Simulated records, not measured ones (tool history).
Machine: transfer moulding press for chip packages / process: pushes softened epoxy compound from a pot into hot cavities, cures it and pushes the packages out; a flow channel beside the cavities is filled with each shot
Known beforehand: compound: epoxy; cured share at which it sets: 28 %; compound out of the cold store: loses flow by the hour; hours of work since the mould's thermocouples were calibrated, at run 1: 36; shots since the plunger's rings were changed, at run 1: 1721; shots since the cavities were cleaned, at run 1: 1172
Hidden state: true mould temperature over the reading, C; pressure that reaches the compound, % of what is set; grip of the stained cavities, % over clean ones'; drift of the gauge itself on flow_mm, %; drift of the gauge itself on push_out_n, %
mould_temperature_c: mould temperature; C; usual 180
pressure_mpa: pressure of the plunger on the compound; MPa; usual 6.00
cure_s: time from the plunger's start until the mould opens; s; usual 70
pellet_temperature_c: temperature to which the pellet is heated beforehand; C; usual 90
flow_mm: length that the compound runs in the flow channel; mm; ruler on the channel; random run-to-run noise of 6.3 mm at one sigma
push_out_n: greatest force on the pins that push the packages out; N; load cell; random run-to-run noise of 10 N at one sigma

| run | hour | mould_temperature_c | pressure_mpa | cure_s | pellet_temperature_c | hours of work since the mould's thermocouples were calibrated | shots since the plunger's rings were changed | shots since the cavities were cleaned | incoming compound's hours out of the cold store | flow_mm | push_out_n |
|---|---|---|---|---|---|---|---|---|---|---|---|
| 1 | 0.0 | 180 | 6.00 | 70 | 90 | 36 | 1721 | 1172 | 39.2 | 621 | 678 |
|  | 2.5 | cavities cleaned with cleaning compound and waxed |
| 2 | 16.4 | 180 | 6.00 | 70 | 90 | 47 | 1981 | 242 | 28.3 | 660 | 543 |
| 3 | 32.5 | 180 | 6.00 | 70 | 90 | 59 | 2263 | 524 | 37.9 | 603 | 594 |
| 4 | 46.4 | 176 | 6.00 | 70 | 90 | 69 | 2506 | 767 | 18.3 | 707 | 848 |
| 5 | 59.2 | 176 | 6.00 | 70 | 90 | 78 | 2730 | 991 | 41.4 | 601 | 777 |
|  | 72.0 | cavities cleaned with cleaning compound and waxed |
| 6 | 79.6 | 176 | 6.00 | 70 | 90 | 92 | 3061 | 134 | 46.1 | 585 | 587 |
| 7 | 100.3 | 176 | 6.00 | 70 | 90 | 107 | 3423 | 496 | 18.3 | 688 | 780 |
| 8 | 112.6 | 176 | 6.00 | 70 | 90 | 116 | 3638 | 711 | 44.4 | 570 | 750 |
| 9 | 123.7 | 176 | 6.00 | 70 | 90 | 123 | 3831 | 904 | 24.0 | 661 | 816 |
| 10 | 136.4 | 173 | 4.64 | 97 | 90 | 133 | 4054 | 1127 | 40.9 | 520 | 617 |
|  | 142.0 | cavities cleaned with cleaning compound and waxed |
| 11 | 151.1 | 185 | 7.16 | 54 | 93 | 142 | 4284 | 158 | 40.5 | 626 | 657 |

Forecast run 12:
| 12 | 164.2 | 180 | 6.18 | 52 | 90 | 152 | 4515 | 389 | 46.9 | ? | ? |

{"run 12": {"flow_mm": 569, "push_out_n": 1056}}
Minus the tool's unlogged condition, the same run would have read flow_mm 629 mm, push_out_n 810 N.

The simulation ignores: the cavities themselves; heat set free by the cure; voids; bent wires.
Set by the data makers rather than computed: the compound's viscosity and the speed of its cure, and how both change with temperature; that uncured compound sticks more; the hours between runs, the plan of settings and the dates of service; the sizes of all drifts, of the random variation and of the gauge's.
